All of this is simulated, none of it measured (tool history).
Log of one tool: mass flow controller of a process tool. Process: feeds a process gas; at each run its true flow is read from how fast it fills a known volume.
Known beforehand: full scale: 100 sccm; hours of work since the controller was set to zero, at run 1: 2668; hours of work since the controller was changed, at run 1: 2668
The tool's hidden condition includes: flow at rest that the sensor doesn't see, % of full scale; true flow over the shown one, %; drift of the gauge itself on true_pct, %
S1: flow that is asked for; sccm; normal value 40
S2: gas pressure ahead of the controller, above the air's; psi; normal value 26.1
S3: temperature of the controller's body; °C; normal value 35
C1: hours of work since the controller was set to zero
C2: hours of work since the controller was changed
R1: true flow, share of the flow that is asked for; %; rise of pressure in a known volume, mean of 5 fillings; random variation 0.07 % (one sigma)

{"run": 1, "hour": 0.0, "S1": 40, "S2": 26.1, "S3": 35, "C1": 2668, "C2": 2668, "R1": 98.83}
{"run": 2, "hour": 262.0, "S1": 40, "S2": 26.1, "S3": 35, "C1": 2827, "C2": 2827, "R1": 98.87}
{"run": 3, "hour": 632.8, "S1": 40, "S2": 26.1, "S3": 35, "C1": 3052, "C2": 3052, "R1": 98.86}
{"run": 4, "hour": 864.8, "S1": 48, "S2": 26.1, "S3": 35, "C1": 3192, "C2": 3192, "R1": 98.83}
{"run": 5, "hour": 1080.1, "S1": 48, "S2": 26.1, "S3": 35, "C1": 3322, "C2": 3322, "R1": 98.99}
{"run": 6, "hour": 1407.3, "S1": 48, "S2": 26.1, "S3": 35, "C1": 3521, "C2": 3521, "R1": 98.9}
{"run": 7, "hour": 1875.1, "S1": 40, "S2": 26.1, "S3": 35, "C1": 3804, "C2": 3804, "R1": 98.51}
{"run": 8, "hour": 2353.5, "S1": 40, "S2": 26.1, "S3": 35, "C1": 4094, "C2": 4094, "R1": 98.6}
{"run": 9, "hour": 2766.3, "S1": 40, "S2": 26.1, "S3": 35, "C1": 4344, "C2": 4344, "R1": 98.46}
{"run": 10, "hour": 3243.7, "S1": 40, "S2": 26.1, "S3": 35, "C1": 4633, "C2": 4633, "R1": 98.39}
{"run": 11, "hour": 3596.6, "S1": 40, "S2": 26.1, "S3": 23, "C1": 4846, "C2": 4846, "R1": 97.98}
{"run": 12, "hour": 3838.3, "S1": 40, "S2": 26.1, "S3": 23, "C1": 4993, "C2": 4993, "R1": 97.73}
{"run": 13, "hour": 4085.7, "S1": 35, "S2": 26.1, "S3": 23, "C1": 5143, "C2": 5143, "R1": 97.76}
{"run": 14, "hour": 4316.5, "S1": 35, "S2": 26.1, "S3": 23, "C1": 5282, "C2": 5282, "R1": 97.65}
{"run": 15, "hour": 4645.0, "S1": 35, "S2": 20.9, "S3": 23, "C1": 5481, "C2": 5481, "R1": 97.68}
{"run": 16, "hour": 4907.2, "S1": 35, "S2": 20.9, "S3": 23, "C1": 5640, "C2": 5640, "R1": 97.8}
{"run": 17, "hour": 5140.2, "S1": 40, "S2": 26.1, "S3": 31, "C1": 5781, "C2": 5781, "R1": 97.92}
{"run": 18, "hour": 5563.4, "S1": 40, "S2": 26.8, "S3": 38, "C1": 6037, "C2": 6037, "R1": 98.12}
{"run": 19, "hour": 6059.2, "S1": 40, "S2": 26.8, "S3": 34, "C1": 6338, "C2": 6338, "R1": 97.93}
{"run": 20, "hour": 6396.7, "S1": 34, "S2": 30.3, "S3": 24, "C1": 6542, "C2": 6542, "R1": 97.33}
{"run": 21, "hour": 6908.3, "S1": 12, "S2": 26.3, "S3": 37, "C1": 6852, "C2": 6852, "R1": 97.09}
{"hour": 7287.6, "done": "controller exchanged for a calibrated one"}
{"run": 22, "hour": 7417.0, "S1": 12, "S2": 33.9, "S3": 29, "C1": 78, "C2": 78, "R1": 96.74}
{"hour": 7727.8, "done": "gauge calibrated"}
{"run": 23, "hour": 7737.4, "S1": 11, "S2": 33.9, "S3": 29, "C1": 272, "C2": 272, "R1": 97.7}
{"run": 24, "hour": 8244.8, "S1": 19, "S2": 28.1, "S3": 26, "C1": 580, "C2": 580, "R1": 97.89}
{"run": 25, "hour": 8777.5, "S1": 40, "S2": 25.8, "S3": 31, "C1": 902, "C2": 902, "R1": 98.61}
{"run": 26, "hour": 9108.9, "S1": 57, "S2": 23.9, "S3": 23, "C1": 1103, "C2": 1103, "R1": 98.78}
{"run": 27, "hour": 9513.8, "S1": 50, "S2": 36.0, "S3": 35, "C1": 1348, "C2": 1348, "R1": 98.64}
{"run": 28, "hour": 9830.7, "S1": 40, "S2": 39.0, "S3": 35, "C1": 1540, "C2": 1540, "R1": 98.32}
{"run": 29, "hour": 10280.2, "S1": 94, "S2": 39.0, "S3": 35, "C1": 1812, "C2": 1812, "R1": 99.56}
{"run": 30, "hour": 10596.5, "S1": 22, "S2": 30.7, "S3": 37, "C1": 2004, "C2": 2004, "R1": 97.99}
{"run": 31, "hour": 10825.4, "S1": 70, "S2": 30.5, "S3": 30, "C1": 2142, "C2": 2142, "R1": 98.9}
{"run": 32, "hour": 11039.6, "S1": 70, "S2": 30.5, "S3": 30, "C1": 2272, "C2": 2272, "R1": 98.89}
{"run": 33, "hour": 11327.8, "S1": 14, "S2": 26.1, "S3": 35, "C1": 2447, "C2": 2447, "R1": 97.64}

Measured less the same run without the tool's hidden state. The same run-to-run variation is in both; the gauge's scatter may not be:
run=1 R1=-0.01
run=2 R1=-0.05
run=3 R1=-0.10
run=4 R1=-0.14
run=5 R1=-0.16
run=6 R1=-0.20
run=7 R1=-0.27
run=8 R1=-0.35
run=9 R1=-0.40
run=10 R1=-0.47
run=11 R1=-0.52
run=12 R1=-0.56
run=13 R1=-0.59
run=14 R1=-0.62
run=15 R1=-0.66
run=16 R1=-0.70
run=17 R1=-0.74
run=18 R1=-0.80
run=19 R1=-0.87
run=20 R1=-0.92
run=21 R1=-1.01
run=22 R1=-1.03
run=23 R1=-0.01
run=24 R1=-0.07
run=25 R1=-0.15
run=26 R1=-0.20
run=27 R1=-0.26
run=28 R1=-0.30
run=29 R1=-0.37
run=30 R1=-0.41
run=31 R1=-0.45
run=32 R1=-0.47
run=33 R1=-0.52
